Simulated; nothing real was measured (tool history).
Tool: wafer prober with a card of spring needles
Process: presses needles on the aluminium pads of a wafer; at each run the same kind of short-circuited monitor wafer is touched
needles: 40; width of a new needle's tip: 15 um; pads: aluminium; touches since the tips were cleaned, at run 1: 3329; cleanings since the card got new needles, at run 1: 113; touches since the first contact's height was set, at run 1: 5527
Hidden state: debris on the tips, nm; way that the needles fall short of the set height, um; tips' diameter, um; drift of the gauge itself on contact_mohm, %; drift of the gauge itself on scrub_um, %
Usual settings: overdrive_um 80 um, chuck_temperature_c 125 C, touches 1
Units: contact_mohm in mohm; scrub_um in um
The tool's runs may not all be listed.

run,day,overdrive_um,chuck_temperature_c,touches,touches since the tips were cleaned,cleanings since the card got new needles,touches since the first contact's height was set,contact_mohm,scrub_um
1,0.000,80,125,1,3329,113,5527,179,15.13
# day 0.717: tips cleaned on abrasive film
2,1.483,80,125,1,7188,114,19383,208,15.14
# day 1.700: tips cleaned on abrasive film
# day 2.738: tips cleaned on abrasive film
# day 3.892: tips cleaned on abrasive film
3,3.971,80,125,1,737,117,42602,171,15.06
# day 4.950: tips cleaned on abrasive film
4,5.562,80,125,1,5744,118,57493,193,15.06
# day 6.017: tips cleaned on abrasive film
# day 6.925: height of the first contact set anew
# day 7.088: tips cleaned on abrasive film
# day 8.150: tips cleaned on abrasive film
5,8.196,80,125,1,423,121,11860,165,15.12
# day 9.246: tips cleaned on abrasive film
6,9.629,80,125,1,3588,122,25239,185,15.06
# day 10.204: tips cleaned on abrasive film
# day 11.358: tips cleaned on abrasive film
7,12.275,80,125,1,8588,124,49976,200,15.08
# day 12.492: tips cleaned on abrasive film
# day 13.617: tips cleaned on abrasive film
8,13.712,80,125,1,893,126,63381,174,15.04
# day 14.517: height of the first contact set anew
# day 14.654: tips cleaned on abrasive film
9,14.962,64,125,1,2889,127,4152,201,12.07
# day 15.554: tips cleaned on abrasive film, once more
# day 16.579: tips cleaned on abrasive film
10,17.375,64,125,1,7456,129,26691,220,12.08
# day 17.600: tips cleaned on abrasive film
# day 18.588: tips cleaned on abrasive film
11,19.238,80,35,1,6116,131,44089,179,15.06
# day 19.588: tips cleaned on abrasive film
# day 20.608: tips cleaned on abrasive film
# day 21.667: tips cleaned on abrasive film
12,21.708,80,125,3,410,134,67130,164,15.00
# day 22.171: height of the first contact set anew
# day 22.708: tips cleaned on abrasive film
# day 23.696: tips cleaned on abrasive film
13,23.933,80,125,3,2216,136,16451,169,15.10
# day 24.717: tips cleaned on abrasive film
# day 25.771: tips cleaned on abrasive film
14,26.558,80,48,3,7369,138,40980,160,15.06
# day 26.929: tips cleaned on abrasive film
# day 27.908: tips cleaned on abrasive film
15,28.721,80,125,1,7616,140,61186,198,15.09
# day 28.958: tips cleaned on abrasive film
# day 29.758: height of the first contact set anew
# day 29.988: tips cleaned on abrasive film
# day 31.058: tips cleaned on abrasive film
16,31.338,66,96,1,2598,143,14726,190,12.45
# day 32.179: tips cleaned on abrasive film
# day 33.171: tips cleaned on abrasive film
17,33.858,69,96,1,6456,145,38293,213,12.99
# day 34.292: tips cleaned on abrasive film
18,35.058,69,96,1,7160,146,49488,208,12.95
# day 35.296: tips cleaned on abrasive film
# day 36.396: tips cleaned on abrasive film
19,36.400,60,29,3,10,148,61991,155,11.25
# day 37.317: height of the first contact set anew
# day 37.542: tips cleaned on abrasive film
20,37.908,84,124,2,3447,149,5530,175,15.84
# day 38.629: tips cleaned on abrasive film
# day 39.725: tips cleaned on abrasive film
21,40.158,76,125,1,4072,151,26526,194,14.30
# day 40.700: tips cleaned on abrasive film
# day 41.750: tips cleaned on abrasive film
# day 42.733: tips cleaned on abrasive film
22,42.733,80,125,2,0,154,50565,163,15.03
# day 43.717: tips cleaned on abrasive film
# day 44.779: tips cleaned on abrasive film
# day 44.950: height of the first contact set anew
23,44.950,78,125,2,1474,156,0,174,14.77
# day 45.904: tips cleaned on abrasive film
# day 46.975: tips cleaned on abrasive film
24,47.554,78,125,2,5449,158,24356,184,14.71
# day 48.058: tips cleaned on abrasive film
# day 49.050: tips cleaned on abrasive film
# day 50.079: tips cleaned on abrasive film
25,50.308,78,34,2,2166,161,50079,158,14.70
# day 51.054: tips cleaned on abrasive film
26,51.758,80,57,3,6612,162,63634,167,15.04
# day 52.062: tips cleaned on abrasive film
# day 52.562: card fitted with new needles
# day 53.517: tips cleaned on abrasive film
27,53.767,80,28,1,2355,1,11273,148,15.09
# day 54.492: tips cleaned on abrasive film
# day 55.571: tips cleaned on abrasive film
28,56.121,71,93,2,5178,3,33278,166,13.39
# day 56.721: tips cleaned on abrasive film
# day 57.825: tips cleaned on abrasive film
29,58.238,70,122,2,3868,5,53050,171,13.16
# day 58.900: tips cleaned on abrasive film
# day 59.854: tips cleaned on abrasive film
# day 60.225: height of the first contact set anew
30,60.546,84,38,3,6372,7,2978,146,15.88

3 ways to go on from here, each from the tool as it stands after run 30. What would each give?
# day 60.858: tips cleaned on abrasive film
# day 61.825: tips cleaned on abrasive film
A,62.242,84,38,3,3891,9,18798,?,?
# day 60.858: tips cleaned on abrasive film
# day 61.825: tips cleaned on abrasive film
B,62.242,84,51,3,3891,9,18798,?,?
# day 60.858: tips cleaned on abrasive film
# day 61.825: tips cleaned on abrasive film
C,62.242,80,113,2,3891,9,18798,?,?

run,contact_mohm,scrub_um
A,145,15.85
B,146,15.89
C,165,15.11
Without the tool's hidden state the same runs would have given:
run,contact_mohm,scrub_um
A,139,15.88
B,140,15.93
C,155,15.15

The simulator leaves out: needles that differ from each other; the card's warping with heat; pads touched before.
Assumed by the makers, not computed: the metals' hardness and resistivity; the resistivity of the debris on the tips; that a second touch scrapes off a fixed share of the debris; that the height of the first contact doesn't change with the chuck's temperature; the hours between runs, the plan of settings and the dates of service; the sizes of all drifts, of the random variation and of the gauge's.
